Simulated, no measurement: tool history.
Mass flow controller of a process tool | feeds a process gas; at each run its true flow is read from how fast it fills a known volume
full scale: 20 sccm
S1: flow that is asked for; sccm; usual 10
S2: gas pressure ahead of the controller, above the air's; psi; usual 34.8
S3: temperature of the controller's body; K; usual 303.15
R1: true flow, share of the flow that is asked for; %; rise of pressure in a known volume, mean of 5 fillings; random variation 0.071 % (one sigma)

{"run": 1, "hour": 0.0, "S1": 10, "S2": 34.8, "S3": 303.15, "R1": 99.69}
{"run": 2, "hour": 127.5, "S1": 10, "S2": 35.7, "S3": 303.15, "R1": 99.63}
{"run": 3, "hour": 199.1, "S1": 10, "S2": 34.8, "S3": 307.15, "R1": 100.13}
{"run": 4, "hour": 344.5, "S1": 10, "S2": 34.8, "S3": 307.15, "R1": 100.02}
{"run": 5, "hour": 454.6, "S1": 10, "S2": 34.8, "S3": 307.15, "R1": 100.13}
{"run": 6, "hour": 572.8, "S1": 10, "S2": 34.8, "S3": 307.15, "R1": 100.11}
{"run": 7, "hour": 663.8, "S1": 10, "S2": 34.8, "S3": 307.15, "R1": 100.13}
{"run": 8, "hour": 818.0, "S1": 10, "S2": 34.8, "S3": 303.15, "R1": 99.62}
{"run": 9, "hour": 951.4, "S1": 10, "S2": 34.8, "S3": 303.15, "R1": 99.68}
{"run": 10, "hour": 1044.2, "S1": 10, "S2": 34.8, "S3": 303.15, "R1": 99.81}
{"run": 11, "hour": 1194.3, "S1": 10, "S2": 34.8, "S3": 303.15, "R1": 99.73}
{"run": 12, "hour": 1264.0, "S1": 10, "S2": 34.8, "S3": 303.15, "R1": 99.61}
{"run": 13, "hour": 1360.1, "S1": 3, "S2": 34.8, "S3": 303.15, "R1": 99.26}
{"run": 14, "hour": 1469.7, "S1": 3, "S2": 34.8, "S3": 303.15, "R1": 99.2}
{"run": 15, "hour": 1537.8, "S1": 3, "S2": 34.8, "S3": 303.15, "R1": 99.2}
{"run": 16, "hour": 1610.4, "S1": 2, "S2": 24.9, "S3": 296.15, "R1": 98.84}
{"run": 17, "hour": 1674.5, "S1": 2, "S2": 24.9, "S3": 296.15, "R1": 98.69}
{"run": 18, "hour": 1825.2, "S1": 5, "S2": 22.3, "S3": 297.15, "R1": 99.04}
{"run": 19, "hour": 1896.7, "S1": 5, "S2": 22.3, "S3": 297.15, "R1": 99.07}
{"run": 20, "hour": 2046.9, "S1": 5, "S2": 22.3, "S3": 308.15, "R1": 100.12}
{"run": 21, "hour": 2186.9, "S1": 5, "S2": 22.3, "S3": 308.15, "R1": 100.17}
{"run": 22, "hour": 2278.1, "S1": 10, "S2": 34.8, "S3": 294.15, "R1": 98.99}
{"run": 23, "hour": 2434.5, "S1": 3, "S2": 20.7, "S3": 301.15, "R1": 99.3}
{"run": 24, "hour": 2564.8, "S1": 10, "S2": 39.6, "S3": 302.15, "R1": 99.42}
{"run": 25, "hour": 2690.0, "S1": 10, "S2": 39.6, "S3": 302.15, "R1": 99.51}
{"run": 26, "hour": 2771.5, "S1": 10, "S2": 39.6, "S3": 302.15, "R1": 99.57}
{"run": 27, "hour": 2891.2, "S1": 4, "S2": 35.2, "S3": 307.15, "R1": 99.7}

4 ways to go on from here, each from the tool as it stands after run 27. What would each give?
{"run": "A", "hour": 2972.4, "S1": 3, "S2": 35.2, "S3": 295.15, "R1": "?"}
{"run": "B", "hour": 2972.4, "S1": 2, "S2": 22.0, "S3": 295.15, "R1": "?"}
{"run": "C", "hour": 2972.4, "S1": 14, "S2": 35.2, "S3": 307.15, "R1": "?"}
{"run": "D", "hour": 2972.4, "S1": 10, "S2": 34.8, "S3": 309.15, "R1": "?"}

run=A R1=98.62
run=B R1=98.60
run=C R1=100.50
run=D R1=100.22
Without the tool's hidden state the same runs would have given:
run=A R1=98.63
run=B R1=98.62
run=C R1=100.50
run=D R1=100.22
